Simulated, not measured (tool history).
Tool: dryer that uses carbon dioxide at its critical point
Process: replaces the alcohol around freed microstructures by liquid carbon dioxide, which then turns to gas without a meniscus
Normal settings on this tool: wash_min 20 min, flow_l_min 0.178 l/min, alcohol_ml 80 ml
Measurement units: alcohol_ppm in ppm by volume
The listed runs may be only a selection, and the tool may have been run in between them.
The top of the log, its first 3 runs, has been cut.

run    day  wash_min  flow_l_min  alcohol_ml  hours of work since the filter was changed  hours of work since the purifier's bed was changed  alcohol_ppm
  4  0.762        20       0.254          80                                         208                                                 208           92
  5  1.192        20       0.212          80                                         215                                                 215          211
  6  1.412        20       0.212          80                                         219                                                 219          210
  7  1.638        20       0.212          69                                         222                                                 222          193
  8  2.058        20       0.212          69                                         229                                                 229          206
  9  2.329        20       0.245          80                                         233                                                 233          124
 10  2.517        20       0.245          80                                         236                                                 236          113
 11  2.958        20       0.178          80                                         243                                                 243          594
 12  3.350        20       0.178          80                                         250                                                 250          594
 13  3.554        20       0.178          80                                         253                                                 253          587
 14  3.825        20       0.178          97                                         257                                                 257          698
 15  4.075        20       0.178          80                                         261                                                 261          580
 16  4.338        20       0.178          80                                         266                                                 266          579
 17  4.721        20       0.178          80                                         272                                                 272          593
 18  5.054        20       0.178          69                                         277                                                 277          544
 19  5.404        20       0.178          69                                         283                                                 283          545
 20  5.812        20       0.178          47                                         289                                                 289          395
 21  6.046        13       0.178          80                                         293                                                 293         4029
 22  6.304        27       0.178          80                                         297                                                 297          160
 23  6.692        27       0.178          80                                         303                                                 303          161
 24  7.054        22       0.150          23                                         309                                                 309          338
 25  7.321        14       0.201         108                                         314                                                 314         2422
 26  7.750        18       0.111          81                                         320                                                 320         7668
 27  7.975        14       0.178          89                                         324                                                 324         3504

Predict the results of run 28:
 28  8.404        14       0.178          89                                         331                                                 331            ?

Logged for run 28: alcohol_ppm 3450 ppm by volume.
Take away the tool's hidden state, keep the run-to-run variation as it was, and the same run would have given alcohol_ppm 2614 ppm by volume.
